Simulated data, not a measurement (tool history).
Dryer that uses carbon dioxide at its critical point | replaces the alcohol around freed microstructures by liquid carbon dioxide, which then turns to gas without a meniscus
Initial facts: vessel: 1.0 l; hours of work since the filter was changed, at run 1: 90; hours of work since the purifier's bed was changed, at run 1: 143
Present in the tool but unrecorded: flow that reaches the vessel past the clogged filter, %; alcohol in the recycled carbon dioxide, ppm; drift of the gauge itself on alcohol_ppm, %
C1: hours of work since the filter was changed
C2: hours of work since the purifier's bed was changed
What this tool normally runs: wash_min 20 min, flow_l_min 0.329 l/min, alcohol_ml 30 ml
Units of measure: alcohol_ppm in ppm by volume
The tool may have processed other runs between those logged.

{"run": 1, "hour": 0.0, "wash_min": 20, "flow_l_min": 0.329, "alcohol_ml": 30, "C1": 90, "C2": 143, "alcohol_ppm": 157}
{"run": 2, "hour": 8.1, "wash_min": 20, "flow_l_min": 0.329, "alcohol_ml": 30, "C1": 97, "C2": 150, "alcohol_ppm": 156}
{"run": 3, "hour": 13.2, "wash_min": 13, "flow_l_min": 0.329, "alcohol_ml": 30, "C1": 101, "C2": 153, "alcohol_ppm": 929}
{"run": 4, "hour": 21.9, "wash_min": 13, "flow_l_min": 0.329, "alcohol_ml": 30, "C1": 107, "C2": 160, "alcohol_ppm": 928}
{"run": 5, "hour": 30.6, "wash_min": 13, "flow_l_min": 0.329, "alcohol_ml": 30, "C1": 114, "C2": 167, "alcohol_ppm": 934}
{"run": 6, "hour": 37.3, "wash_min": 13, "flow_l_min": 0.235, "alcohol_ml": 30, "C1": 119, "C2": 172, "alcohol_ppm": 2474}
{"run": 7, "hour": 47.1, "wash_min": 24, "flow_l_min": 0.235, "alcohol_ml": 30, "C1": 126, "C2": 179, "alcohol_ppm": 315}
{"run": 8, "hour": 51.6, "wash_min": 20, "flow_l_min": 0.329, "alcohol_ml": 60, "C1": 130, "C2": 183, "alcohol_ppm": 312}
{"run": 9, "hour": 56.5, "wash_min": 20, "flow_l_min": 0.329, "alcohol_ml": 60, "C1": 133, "C2": 186, "alcohol_ppm": 314}
{"run": 10, "hour": 62.7, "wash_min": 20, "flow_l_min": 0.329, "alcohol_ml": 60, "C1": 138, "C2": 191, "alcohol_ppm": 314}
{"run": 11, "hour": 67.2, "wash_min": 20, "flow_l_min": 0.329, "alcohol_ml": 30, "C1": 142, "C2": 194, "alcohol_ppm": 171}
{"run": 12, "hour": 76.4, "wash_min": 20, "flow_l_min": 0.329, "alcohol_ml": 30, "C1": 149, "C2": 201, "alcohol_ppm": 163}
{"run": 13, "hour": 81.3, "wash_min": 20, "flow_l_min": 0.329, "alcohol_ml": 36, "C1": 152, "C2": 205, "alcohol_ppm": 188}
{"run": 14, "hour": 85.7, "wash_min": 21, "flow_l_min": 0.265, "alcohol_ml": 78, "C1": 156, "C2": 209, "alcohol_ppm": 866}
{"run": 15, "hour": 90.6, "wash_min": 21, "flow_l_min": 0.265, "alcohol_ml": 78, "C1": 159, "C2": 212, "alcohol_ppm": 855}
{"run": 16, "hour": 99.1, "wash_min": 21, "flow_l_min": 0.265, "alcohol_ml": 78, "C1": 166, "C2": 219, "alcohol_ppm": 895}
{"run": 17, "hour": 105.6, "wash_min": 14, "flow_l_min": 0.265, "alcohol_ml": 96, "C1": 171, "C2": 224, "alcohol_ppm": 4799}
{"run": 18, "hour": 110.8, "wash_min": 14, "flow_l_min": 0.265, "alcohol_ml": 96, "C1": 175, "C2": 228, "alcohol_ppm": 4834}
{"run": 19, "hour": 120.2, "wash_min": 20, "flow_l_min": 0.199, "alcohol_ml": 64, "C1": 182, "C2": 235, "alcohol_ppm": 2427}
{"run": 20, "hour": 126.9, "wash_min": 20, "flow_l_min": 0.199, "alcohol_ml": 64, "C1": 187, "C2": 240, "alcohol_ppm": 2509}
{"run": 21, "hour": 134.1, "wash_min": 20, "flow_l_min": 0.329, "alcohol_ml": 108, "C1": 192, "C2": 245, "alcohol_ppm": 600}
{"run": 22, "hour": 141.5, "wash_min": 12, "flow_l_min": 0.329, "alcohol_ml": 78, "C1": 198, "C2": 251, "alcohol_ppm": 3434}
{"run": 23, "hour": 151.5, "wash_min": 31, "flow_l_min": 0.25, "alcohol_ml": 77, "C1": 206, "C2": 259, "alcohol_ppm": 190}
{"run": 24, "hour": 155.8, "wash_min": 31, "flow_l_min": 0.25, "alcohol_ml": 77, "C1": 209, "C2": 262, "alcohol_ppm": 178}
{"run": 25, "hour": 162.5, "wash_min": 25, "flow_l_min": 0.456, "alcohol_ml": 25, "C1": 214, "C2": 267, "alcohol_ppm": 30}

3 ways to go on from here, each from the tool as it stands after run 25. What would each give?
{"run": "A", "hour": 166.8, "wash_min": 14, "flow_l_min": 0.329, "alcohol_ml": 22, "C1": 217, "C2": 270, "alcohol_ppm": "?"}
{"run": "B", "hour": 166.8, "wash_min": 31, "flow_l_min": 0.33, "alcohol_ml": 96, "C1": 217, "C2": 270, "alcohol_ppm": "?"}
{"run": "C", "hour": 166.8, "wash_min": 13, "flow_l_min": 0.441, "alcohol_ml": 42, "C1": 217, "C2": 270, "alcohol_ppm": "?"}

run=A alcohol_ppm=580
run=B alcohol_ppm=59
run=C alcohol_ppm=512
The same runs, with their run-to-run variation unchanged, on a tool lacking any hidden condition would have given:
run=A alcohol_ppm=445
run=B alcohol_ppm=25
run=C alcohol_ppm=372

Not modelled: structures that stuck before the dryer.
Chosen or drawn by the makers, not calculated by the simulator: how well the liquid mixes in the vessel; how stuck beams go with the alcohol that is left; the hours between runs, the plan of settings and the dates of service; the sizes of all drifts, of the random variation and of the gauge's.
